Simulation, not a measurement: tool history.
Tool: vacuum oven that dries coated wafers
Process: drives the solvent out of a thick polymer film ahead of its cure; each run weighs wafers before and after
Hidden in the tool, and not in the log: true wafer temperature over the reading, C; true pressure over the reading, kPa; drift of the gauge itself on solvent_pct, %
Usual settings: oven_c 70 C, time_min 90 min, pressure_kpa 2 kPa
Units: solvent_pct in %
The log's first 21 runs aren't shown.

run	hour	oven_c	time_min	pressure_kpa	hours of work since the thermocouples were calibrated	hours of work since the vacuum gauge was cleaned of residue	solvent_pct
22	433.8	70	90	2	346	391	3.19
23	457.5	70	90	2	361	406	3.08
24	472	70	90	2	370	415	3.16
25	487.1	70	90	2	379	424	3.16
26	499	77	54	3.14	386	431	3.49
27	511.1	65	97	1.87	393	438	4.09
28	534.4	66	90	1.63	408	453	4.13
29	561.8	66	90	1.63	424	469	3.94
30	582.3	66	90	1.26	437	482	3.7
31	609.6	75	90	1.26	453	498	1.61
32	631.1	75	90	1.26	466	511	1.65
# hour 635.8: oven's thermocouples calibrated
33	655	63	123	2.65	12	525	4.88
34	675.9	75	60	2	24	537	3.21
35	701.5	75	60	2	40	553	3.06
# hour 720: oven's thermocouples calibrated, once more
36	723	75	60	2	2	565	3
37	750.7	83	119	3.07	19	582	1.56
38	763.9	70	100	1.29	27	590	2.4
39	790.9	70	100	1.29	43	606	2.23
40	806	77	132	1.8	52	615	1.29
41	825	77	132	1.8	64	627	1.31
42	838	69	90	2.74	72	635	3.79
43	866	74	90	4.88	89	652	4.01
44	886.2	57	54	1.57	101	664	7.87
45	915.5	76	145	1.57	119	682	1.18

The next listed run, before its measurement:
46	937.2	69	74	5.78	132	695	?

{"run 46": {"solvent_pct": 6.45}}
Without the tool's hidden state the same run would have given solvent_pct 6.1 %.
